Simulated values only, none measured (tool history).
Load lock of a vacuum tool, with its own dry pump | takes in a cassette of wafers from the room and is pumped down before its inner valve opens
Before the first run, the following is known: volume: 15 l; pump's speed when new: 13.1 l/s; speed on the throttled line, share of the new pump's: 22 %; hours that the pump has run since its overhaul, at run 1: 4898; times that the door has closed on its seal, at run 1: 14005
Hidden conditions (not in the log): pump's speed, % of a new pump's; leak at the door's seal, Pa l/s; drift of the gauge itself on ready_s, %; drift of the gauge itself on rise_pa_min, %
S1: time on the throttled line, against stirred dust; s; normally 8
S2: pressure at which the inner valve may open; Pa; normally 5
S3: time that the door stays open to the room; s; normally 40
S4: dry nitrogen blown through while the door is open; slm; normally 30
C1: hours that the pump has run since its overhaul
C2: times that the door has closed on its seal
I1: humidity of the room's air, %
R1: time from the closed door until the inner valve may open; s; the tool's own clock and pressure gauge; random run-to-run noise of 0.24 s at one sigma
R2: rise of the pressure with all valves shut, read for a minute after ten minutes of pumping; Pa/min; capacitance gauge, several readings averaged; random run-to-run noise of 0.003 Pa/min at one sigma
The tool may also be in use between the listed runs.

run 1 hour=0.0 | S1=8 S2=5 S3=40 S4=30 | C1=4898 C2=14005 | I1=45.3 | R1=19.6 R2=0.119
run 2 hour=154.8 | S1=8 S2=8 S3=40 S4=30 | C1=5053 C2=14725 | I1=49.4 | R1=19.0 R2=0.143
run 3 hour=326.4 | S1=8 S2=5 S3=40 S4=30 | C1=5224 C2=15522 | I1=44.9 | R1=19.6 R2=0.140
run 4 hour=579.3 | S1=5 S2=5 S3=40 S4=30 | C1=5477 C2=16698 | I1=44.6 | R1=17.3 R2=0.153
run 5 hour=812.9 | S1=5 S2=5 S3=40 S4=30 | C1=5711 C2=17784 | I1=47.3 | R1=17.4 R2=0.162
run 6 hour=1037.9 | S1=5 S2=5 S3=40 S4=30 | C1=5936 C2=18830 | I1=45.5 | R1=17.5 R2=0.169
run 7 hour=1361.5 | S1=8 S2=4 S3=40 S4=30 | C1=6260 C2=20334 | I1=45.9 | R1=20.2 R2=0.185
run 8 hour=1637.9 | S1=5 S2=5 S3=40 S4=30 | C1=6536 C2=21620 | I1=46.1 | R1=17.5 R2=0.197
run 9 hour=1990.3 | S1=8 S2=5 S3=86 S4=30 | C1=6888 C2=23258 | I1=45.9 | R1=19.9 R2=0.233
run 10 hour=2316.8 | S1=8 S2=5 S3=86 S4=30 | C1=7215 C2=24776 | I1=42.8 | R1=19.8 R2=0.246
run 11 hour=2630.4 | S1=8 S2=5 S3=86 S4=16 | C1=7528 C2=26234 | I1=45.4 | R1=20.4 R2=0.288
run 12 hour=2839.0 | S1=8 S2=5 S3=86 S4=16 | C1=7737 C2=27203 | I1=47.1 | R1=20.3 R2=0.310
run 13 hour=3048.8 | S1=8 S2=5 S3=86 S4=16 | C1=7947 C2=28179 | I1=50.2 | R1=20.2 R2=0.324
run 14 hour=3329.5 | S1=8 S2=5 S3=90 S4=6 | C1=8228 C2=29484 | I1=44.7 | R1=20.4 R2=0.354
run 15 hour=3514.4 | S1=5 S2=8 S3=40 S4=30 | C1=8413 C2=30343 | I1=42.4 | R1=17.3 R2=0.292
run 16 hour=3733.5 | S1=8 S2=4 S3=30 S4=5 | C1=8632 C2=31362 | I1=46.0 | R1=21.0 R2=0.338
run 17 hour=4084.7 | S1=8 S2=5 S3=40 S4=40 | C1=8983 C2=32995 | I1=43.6 | R1=20.9 R2=0.323
run 18 hour=4375.3 | S1=8 S2=5 S3=40 S4=40 | C1=9273 C2=34346 | I1=45.1 | R1=20.6 R2=0.350
run 19 hour=4616.8 | S1=6 S2=10 S3=40 S4=30 | C1=9515 C2=35469 | I1=47.2 | R1=18.3 R2=0.376
run 20 hour=4892.6 | S1=6 S2=10 S3=49 S4=13 | C1=9791 C2=36751 | I1=47.5 | R1=18.6 R2=0.419
run 21 hour=5249.2 | S1=6 S2=10 S3=49 S4=13 | C1=10147 C2=38408 | I1=46.1 | R1=18.8 R2=0.436
-- hour=5539.4 dry pump taken out, an overhauled one fitted
run 22 hour=5591.9 | S1=6 S2=10 S3=49 S4=13 | C1=52 C2=39974 | I1=42.4 | R1=15.2 R2=0.457
run 23 hour=5827.2 | S1=6 S2=10 S3=49 S4=13 | C1=288 C2=41068 | I1=45.8 | R1=15.3 R2=0.484

Below are 5 alternative next runs, each starting from the tool's condition after run 23. Predict each:
run A hour=6038.0 | S1=8 S2=4 S3=41 S4=30 | C1=499 C2=42048 | I1=39.0 | R1=? R2=?
run B hour=6038.0 | S1=9 S2=7 S3=49 S4=16 | C1=499 C2=42048 | I1=45.6 | R1=? R2=?
run C hour=6038.0 | S1=6 S2=10 S3=49 S4=4 | C1=499 C2=42048 | I1=45.0 | R1=? R2=?
run D hour=6038.0 | S1=14 S2=6 S3=49 S4=7 | C1=499 C2=42048 | I1=47.1 | R1=? R2=?
run E hour=6038.0 | S1=11 S2=5 S3=40 S4=22 | C1=499 C2=42048 | I1=43.9 | R1=? R2=?

run=A R1=17.5 R2=0.478
run=B R1=18.1 R2=0.499
run=C R1=15.3 R2=0.525
run=D R1=22.7 R2=0.523
run=E R1=20.4 R2=0.482
Without the tool's unlogged condition, the same runs would have read:
run=A R1=17.4 R2=0.037
run=B R1=18.0 R2=0.057
run=C R1=15.2 R2=0.090
run=D R1=22.6 R2=0.085
run=E R1=20.2 R2=0.048
